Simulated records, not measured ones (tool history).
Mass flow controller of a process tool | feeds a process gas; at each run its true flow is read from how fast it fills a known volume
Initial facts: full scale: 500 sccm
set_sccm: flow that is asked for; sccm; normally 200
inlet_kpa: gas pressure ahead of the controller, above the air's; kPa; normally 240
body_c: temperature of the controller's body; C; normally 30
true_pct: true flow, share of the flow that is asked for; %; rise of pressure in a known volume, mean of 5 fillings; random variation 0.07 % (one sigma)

run,hour,set_sccm,inlet_kpa,body_c,true_pct
1,0,200,240,30,100.1
2,70.5,200,240,30,100.05
3,170.3,200,240,39,100.63
4,249.3,200,240,30,100.08
5,418.3,200,240,30,100.16
6,515.1,200,240,30,100.19
7,622.3,438,240,30,100.06
8,766.4,438,240,30,100.21
9,837,200,276,30,100.2
10,995.3,200,276,30,100.01
11,1157.9,200,276,30,100.14
12,1250.9,200,276,30,100.21
13,1377.1,200,276,30,100.14
14,1534.6,200,276,30,100.27
15,1636.4,200,276,30,100.19
16,1737.2,200,276,30,100.34
17,1863.8,262,240,30,100.37
18,1943.5,262,240,30,100.2
19,2045.7,200,240,39,101.01
20,2142.4,200,240,39,101.06
21,2215,200,240,39,101.05
22,2372.3,200,240,32,100.86
23,2506,200,240,32,100.73
24,2670.1,341,240,30,100.35
25,2803.7,341,240,30,100.16
26,2960.3,341,153,30,100.92
27,3050.5,341,153,22,100.7
28,3121.4,341,153,22,100.59
29,3289.8,341,223,23,100.03
30,3419.3,341,223,23,100.18
31,3535,341,223,23,100.03
32,3649.7,54,223,24,108.77

What will run 33 give?
33,3780.4,75,223,38,?

Run 33 produced true_pct 106.31 %.
Were there no unlogged condition in the tool, this run, its random variation unchanged, would have produced true_pct 98.72 %.
